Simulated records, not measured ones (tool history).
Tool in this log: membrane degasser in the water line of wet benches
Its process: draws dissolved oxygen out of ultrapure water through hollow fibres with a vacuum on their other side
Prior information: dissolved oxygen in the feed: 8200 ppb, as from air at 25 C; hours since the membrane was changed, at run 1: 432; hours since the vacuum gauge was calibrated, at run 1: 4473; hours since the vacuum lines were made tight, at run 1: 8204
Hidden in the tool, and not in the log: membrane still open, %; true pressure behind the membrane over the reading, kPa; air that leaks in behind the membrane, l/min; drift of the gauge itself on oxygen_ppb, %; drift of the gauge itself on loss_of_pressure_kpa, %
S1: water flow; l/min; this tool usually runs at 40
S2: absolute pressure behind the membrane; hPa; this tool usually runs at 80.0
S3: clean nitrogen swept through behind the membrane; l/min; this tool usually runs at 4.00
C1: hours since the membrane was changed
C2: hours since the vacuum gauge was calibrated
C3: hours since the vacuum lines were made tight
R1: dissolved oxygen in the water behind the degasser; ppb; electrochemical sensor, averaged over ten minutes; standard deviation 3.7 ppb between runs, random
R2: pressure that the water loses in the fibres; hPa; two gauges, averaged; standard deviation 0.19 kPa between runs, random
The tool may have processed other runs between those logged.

Run 1, hour 0.0: usual settings; C1 432; C2 4473; C3 8204. Result: R1 367.6 ppb, R2 379.9 hPa.
Run 2, hour 37.1: usual settings but S2 75.8 hPa; C1 469; C2 4511; C3 8241. Result: R1 360.5 ppb, R2 379.1 hPa.
Run 3, hour 108.0: usual settings; C1 540; C2 4581; C3 8312. Result: R1 365.5 ppb, R2 380.5 hPa.
Run 4, hour 168.7: usual settings but S2 72.6 hPa; C1 601; C2 4642; C3 8373. Result: R1 347.5 ppb, R2 385.1 hPa.
Run 5, hour 214.8: usual settings but S2 72.6 hPa; C1 647; C2 4688; C3 8419. Result: R1 360.6 ppb, R2 376.1 hPa.
Run 6, hour 261.0: usual settings but S3 4.74 l/min; C1 693; C2 4734; C3 8465. Result: R1 361.7 ppb, R2 384.1 hPa.
Run 7, hour 309.5: usual settings but S3 3.73 l/min; C1 741; C2 4783; C3 8514. Result: R1 376.6 ppb, R2 382.6 hPa.
Run 8, hour 341.5: usual settings; C1 773; C2 4815; C3 8546. Result: R1 363.9 ppb, R2 381.1 hPa.
Run 9, hour 383.7: usual settings; C1 816; C2 4857; C3 8588. Result: R1 378.6 ppb, R2 382.3 hPa.
Run 10, hour 451.1: usual settings; C1 883; C2 4925; C3 8655. Result: R1 368.3 ppb, R2 381.1 hPa.
Run 11, hour 499.1: usual settings; C1 931; C2 4973; C3 8703. Result: R1 375.8 ppb, R2 383.9 hPa.
Run 12, hour 575.3: usual settings; C1 1007; C2 5049; C3 8779. Result: R1 365.8 ppb, R2 383.8 hPa.
Run 13, hour 636.2: usual settings but S2 84.8 hPa, S3 7.68 l/min; C1 1068; C2 5110; C3 8840. Result: R1 326.4 ppb, R2 380.9 hPa.
Run 14, hour 687.1: usual settings but S1 37 l/min, S2 53.8 hPa, S3 4.04 l/min; C1 1119; C2 5161; C3 8891. Result: R1 262.1 ppb, R2 354.1 hPa.
Run 15, hour 760.4: usual settings but S1 44 l/min, S2 181.0 hPa; C1 1192; C2 5234; C3 8965. Result: R1 675.2 ppb, R2 424.1 hPa.
Run 16, hour 835.0: usual settings but S2 49.5 hPa, S3 3.53 l/min; C1 1267; C2 5308; C3 9039. Result: R1 307.7 ppb, R2 386.0 hPa.
Run 17, hour 886.5: usual settings but S3 10.29 l/min; C1 1318; C2 5360; C3 9091. Result: R1 304.6 ppb, R2 383.5 hPa.
Run 18, hour 957.6: usual settings but S1 56 l/min, S2 114.1 hPa; C1 1389; C2 5431; C3 9162. Result: R1 780.6 ppb, R2 539.9 hPa.

3 ways to go on from here, each from the tool as it stands after run 18. What would each give?
Run A, hour 1022.9: usual settings but S2 158.1 hPa, S3 3.40 l/min; C1 1455; C2 5496; C3 9227. Result: R1 ?, R2 ?.
Run B, hour 1022.9: usual settings but S1 56 l/min, S2 89.1 hPa, S3 2.80 l/min; C1 1455; C2 5496; C3 9227. Result: R1 ?, R2 ?.
Run C, hour 1022.9: usual settings but S1 57 l/min, S3 2.81 l/min; C1 1455; C2 5496; C3 9227. Result: R1 ?, R2 ?.

run     R1     R2
  A  578.5  385.8
  B  779.5  537.2
  C  771.9  550.7
The same runs, with their run-to-run variation unchanged, on a tool lacking any hidden condition would have given:
run     R1     R2
  A  578.1  380.8
  B  779.0  530.2
  C  771.4  543.5
